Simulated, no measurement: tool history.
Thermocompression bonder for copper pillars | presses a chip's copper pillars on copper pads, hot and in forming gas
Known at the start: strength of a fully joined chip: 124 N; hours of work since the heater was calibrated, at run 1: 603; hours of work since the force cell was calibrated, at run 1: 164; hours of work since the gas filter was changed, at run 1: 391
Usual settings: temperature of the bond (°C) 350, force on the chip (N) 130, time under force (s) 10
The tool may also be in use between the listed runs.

run,hour,temperature of the bond (°C),force on the chip (N),time under force (s),hours of work since the heater was calibrated,hours of work since the force cell was calibrated,hours of work since the gas filter was changed,force that shears a chip off (N)
1,0,350,130,10,603,164,391,77.7
2,15.8,350,130,10,613,175,401,78.2
3,31.4,350,130,10,623,185,412,78.6
4,42.2,366,130,10,630,192,419,83.8
5,49.4,366,130,10,635,197,424,83.2
6,66.4,364,130,10,646,208,435,82.8
7,83.4,350,130,8,658,219,446,72.1
8,99.2,350,130,8,668,230,456,73
9,114.9,350,130,16,678,240,467,85.4
# hour 119.5: forming gas filter changed
10,130.9,350,130,10,689,250,8,85.2
11,140.8,380,130,10,695,257,14,97
12,157.4,380,130,10,706,268,25,96.4
13,172.4,350,130,23,716,278,35,101.9
14,183.4,350,130,23,723,285,42,101.2
15,195.6,350,94,10,731,293,50,64.7
16,207.6,335,135,9,739,301,58,77.3
17,220.5,364,137,9,748,309,67,89.9
18,231.2,351,83,11,755,316,74,58.8
19,243.1,333,83,10,763,324,82,50
20,251.1,333,83,10,768,330,87,50.1
21,268.3,328,83,11,779,341,98,49.8
22,279.2,360,100,7,786,348,105,62.7
23,289.2,340,109,5,793,355,112,53
24,302.4,350,167,23,802,363,121,110.6
25,313.8,350,167,23,809,371,128,110.2
26,328.4,357,160,12,819,381,138,100.5
27,339.8,350,193,15,826,388,145,109.6

3 ways to go on from here, each from the tool as it stands after run 27. What would each give?
A,351.7,338,193,15,834,396,153,?
B,351.7,346,95,10,834,396,153,?
C,351.7,350,82,10,834,396,153,?

run,force that shears a chip off (N)
A,106
B,61.5
C,54.5
Without the tool's hidden state the same runs would have given:
run,force that shears a chip off (N)
A,111.9
B,66.8
C,59.4

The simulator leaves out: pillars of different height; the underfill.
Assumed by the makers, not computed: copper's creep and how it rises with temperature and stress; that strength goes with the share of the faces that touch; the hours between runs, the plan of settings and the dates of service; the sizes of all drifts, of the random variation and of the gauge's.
